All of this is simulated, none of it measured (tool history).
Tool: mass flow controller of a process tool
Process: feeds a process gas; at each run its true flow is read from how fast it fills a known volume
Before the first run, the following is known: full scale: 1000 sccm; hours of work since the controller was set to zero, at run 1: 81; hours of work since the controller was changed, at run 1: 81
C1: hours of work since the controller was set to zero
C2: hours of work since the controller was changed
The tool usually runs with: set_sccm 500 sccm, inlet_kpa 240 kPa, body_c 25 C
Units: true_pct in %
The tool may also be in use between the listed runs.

run 1 hour=0.0 | set_sccm=500 inlet_kpa=240 body_c=25 | C1=81 C2=81 | true_pct=99.28
run 2 hour=128.0 | set_sccm=500 inlet_kpa=240 body_c=39 | C1=154 C2=154 | true_pct=99.86
run 3 hour=214.5 | set_sccm=500 inlet_kpa=240 body_c=39 | C1=203 C2=203 | true_pct=99.98
run 4 hour=349.9 | set_sccm=500 inlet_kpa=240 body_c=39 | C1=279 C2=279 | true_pct=99.90
run 5 hour=481.3 | set_sccm=500 inlet_kpa=240 body_c=25 | C1=354 C2=354 | true_pct=99.26
run 6 hour=594.2 | set_sccm=500 inlet_kpa=240 body_c=25 | C1=417 C2=417 | true_pct=99.07
run 7 hour=740.6 | set_sccm=106 inlet_kpa=240 body_c=25 | C1=500 C2=500 | true_pct=98.39
run 8 hour=832.8 | set_sccm=500 inlet_kpa=221 body_c=25 | C1=553 C2=553 | true_pct=99.13
run 9 hour=929.6 | set_sccm=500 inlet_kpa=234 body_c=25 | C1=607 C2=607 | true_pct=99.25
run 10 hour=1062.8 | set_sccm=500 inlet_kpa=234 body_c=25 | C1=683 C2=683 | true_pct=99.28
run 11 hour=1155.4 | set_sccm=500 inlet_kpa=234 body_c=25 | C1=735 C2=735 | true_pct=99.09
run 12 hour=1321.4 | set_sccm=500 inlet_kpa=234 body_c=25 | C1=829 C2=829 | true_pct=99.18
run 13 hour=1463.0 | set_sccm=500 inlet_kpa=240 body_c=26 | C1=909 C2=909 | true_pct=99.28
run 14 hour=1549.0 | set_sccm=500 inlet_kpa=240 body_c=26 | C1=958 C2=958 | true_pct=99.27
run 15 hour=1665.1 | set_sccm=500 inlet_kpa=240 body_c=37 | C1=1024 C2=1024 | true_pct=99.74
run 16 hour=1747.8 | set_sccm=484 inlet_kpa=219 body_c=39 | C1=1070 C2=1070 | true_pct=99.87
run 17 hour=1836.5 | set_sccm=484 inlet_kpa=219 body_c=39 | C1=1121 C2=1121 | true_pct=99.76
run 18 hour=1962.3 | set_sccm=457 inlet_kpa=175 body_c=35 | C1=1192 C2=1192 | true_pct=99.55
run 19 hour=2046.1 | set_sccm=457 inlet_kpa=152 body_c=23 | C1=1239 C2=1239 | true_pct=98.81
run 20 hour=2198.9 | set_sccm=113 inlet_kpa=177 body_c=31 | C1=1326 C2=1326 | true_pct=98.62
run 21 hour=2316.7 | set_sccm=113 inlet_kpa=177 body_c=31 | C1=1392 C2=1392 | true_pct=98.66
run 22 hour=2416.1 | set_sccm=712 inlet_kpa=218 body_c=31 | C1=1449 C2=1449 | true_pct=99.74
run 23 hour=2573.5 | set_sccm=989 inlet_kpa=267 body_c=29 | C1=1538 C2=1538 | true_pct=100.44
run 24 hour=2705.7 | set_sccm=135 inlet_kpa=166 body_c=29 | C1=1612 C2=1612 | true_pct=98.58
run 25 hour=2827.0 | set_sccm=325 inlet_kpa=202 body_c=29 | C1=1681 C2=1681 | true_pct=99.00

Run 26 is up next; what results do you expect?
run 26 hour=2917.8 | set_sccm=166 inlet_kpa=249 body_c=27 | C1=1732 C2=1732 | true_pct=?

Run 26 produced true_pct 98.81 %.
Were there no unlogged condition in the tool, this run, its random variation unchanged, would have produced true_pct 98.82 %.
